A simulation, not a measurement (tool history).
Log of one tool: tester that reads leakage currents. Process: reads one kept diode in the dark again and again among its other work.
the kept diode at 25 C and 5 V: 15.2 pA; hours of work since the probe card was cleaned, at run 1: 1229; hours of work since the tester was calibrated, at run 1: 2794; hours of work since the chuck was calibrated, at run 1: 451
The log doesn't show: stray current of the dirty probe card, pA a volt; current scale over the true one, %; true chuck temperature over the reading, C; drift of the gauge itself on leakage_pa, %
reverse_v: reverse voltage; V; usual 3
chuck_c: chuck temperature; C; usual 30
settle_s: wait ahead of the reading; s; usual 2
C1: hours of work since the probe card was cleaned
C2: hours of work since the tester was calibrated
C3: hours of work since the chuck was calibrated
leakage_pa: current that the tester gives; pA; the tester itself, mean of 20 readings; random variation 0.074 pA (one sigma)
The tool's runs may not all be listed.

run 1 hour=0 | reverse_v=3 chuck_c=30 settle_s=2 | C1=1229 C2=2794 C3=451 | leakage_pa=18.24
run 2 hour=55.8 | reverse_v=3 chuck_c=30 settle_s=2 | C1=1263 C2=2828 C3=485 | leakage_pa=18.1
run 3 hour=185.4 | reverse_v=3 chuck_c=30 settle_s=2 | C1=1343 C2=2907 C3=565 | leakage_pa=18.25
run 4 hour=284 | reverse_v=3 chuck_c=30 settle_s=2 | C1=1403 C2=2968 C3=625 | leakage_pa=18.01
run 5 hour=368.4 | reverse_v=3 chuck_c=30 settle_s=2 | C1=1455 C2=3019 C3=677 | leakage_pa=18.13
run 6 hour=482.2 | reverse_v=3 chuck_c=30 settle_s=2 | C1=1524 C2=3089 C3=746 | leakage_pa=18.22
run 7 hour=601.3 | reverse_v=1.52 chuck_c=30 settle_s=2 | C1=1597 C2=3162 C3=819 | leakage_pa=12.06
run 8 hour=692.1 | reverse_v=3 chuck_c=30 settle_s=2 | C1=1653 C2=3218 C3=875 | leakage_pa=18.21
run 9 hour=813.7 | reverse_v=3 chuck_c=34 settle_s=2 | C1=1727 C2=3292 C3=949 | leakage_pa=25.95
run 10 hour=901.6 | reverse_v=3 chuck_c=34 settle_s=2 | C1=1781 C2=3346 C3=1003 | leakage_pa=26
run 11 hour=999.9 | reverse_v=3 chuck_c=30 settle_s=2 | C1=1841 C2=3406 C3=1063 | leakage_pa=18.22
run 12 hour=1076.4 | reverse_v=1.23 chuck_c=30 settle_s=2 | C1=1888 C2=3453 C3=1110 | leakage_pa=10.55
run 13 hour=1196.2 | reverse_v=1.23 chuck_c=30 settle_s=2 | C1=1962 C2=3526 C3=1184 | leakage_pa=10.68
run 14 hour=1315.5 | reverse_v=18.55 chuck_c=30 settle_s=2 | C1=2035 C2=3599 C3=1257 | leakage_pa=54.67
run 15 hour=1385.2 | reverse_v=18.55 chuck_c=28 settle_s=0.84 | C1=2077 C2=3642 C3=1299 | leakage_pa=47.43
run 16 hour=1491.1 | reverse_v=4.2 chuck_c=30 settle_s=2 | C1=2142 C2=3707 C3=1364 | leakage_pa=22.31
run 17 hour=1562.3 | reverse_v=7 chuck_c=22 settle_s=2.37 | C1=2186 C2=3750 C3=1408 | leakage_pa=14.49
run 18 hour=1692.7 | reverse_v=7 chuck_c=22 settle_s=2.37 | C1=2266 C2=3830 C3=1488 | leakage_pa=14.58
run 19 hour=1825.4 | reverse_v=3.15 chuck_c=32 settle_s=2.37 | C1=2347 C2=3911 C3=1569 | leakage_pa=22.4
run 20 hour=1912.4 | reverse_v=1.14 chuck_c=23 settle_s=2.37 | C1=2400 C2=3965 C3=1622 | leakage_pa=5.3
run 21 hour=2031.4 | reverse_v=2.2 chuck_c=44 settle_s=5.22 | C1=2473 C2=4038 C3=1695 | leakage_pa=51.3
run 22 hour=2145.9 | reverse_v=3 chuck_c=27 settle_s=1.28 | C1=2543 C2=4108 C3=1765 | leakage_pa=14.07
run 23 hour=2233.1 | reverse_v=2.88 chuck_c=38 settle_s=0.33 | C1=2596 C2=4161 C3=1818 | leakage_pa=37.33
run 24 hour=2291.3 | reverse_v=2.71 chuck_c=31 settle_s=2 | C1=2632 C2=4197 C3=1854 | leakage_pa=18.81
run 25 hour=2395.4 | reverse_v=11.83 chuck_c=30 settle_s=0.42 | C1=2696 C2=4260 C3=1918 | leakage_pa=45.25
run 26 hour=2476.3 | reverse_v=11.83 chuck_c=30 settle_s=0.42 | C1=2745 C2=4310 C3=1967 | leakage_pa=44.93
run 27 hour=2564.9 | reverse_v=11.83 chuck_c=30 settle_s=0.42 | C1=2800 C2=4364 C3=2021 | leakage_pa=45.05
run 28 hour=2620 | reverse_v=11.83 chuck_c=30 settle_s=0.42 | C1=2833 C2=4398 C3=2055 | leakage_pa=44.85

Forecast each of these 5 alternatives for the next run:
run A hour=2677.1 | reverse_v=3.55 chuck_c=30 settle_s=2 | C1=2868 C2=4433 C3=2090 | leakage_pa=?
run B hour=2677.1 | reverse_v=8.19 chuck_c=31 settle_s=0.31 | C1=2868 C2=4433 C3=2090 | leakage_pa=?
run C hour=2677.1 | reverse_v=1.63 chuck_c=30 settle_s=0.48 | C1=2868 C2=4433 C3=2090 | leakage_pa=?
run D hour=2677.1 | reverse_v=3 chuck_c=30 settle_s=2.37 | C1=2868 C2=4433 C3=2090 | leakage_pa=?
run E hour=2677.1 | reverse_v=11.83 chuck_c=29 settle_s=0.59 | C1=2868 C2=4433 C3=2090 | leakage_pa=?

run=A leakage_pa=20.06
run=B leakage_pa=39.84
run=C leakage_pa=13
run=D leakage_pa=18.03
run=E leakage_pa=40.14
Without the tool's hidden state the same runs would have given:
run=A leakage_pa=20.06
run=B leakage_pa=39.83
run=C leakage_pa=13
run=D leakage_pa=18.03
run=E leakage_pa=40.11
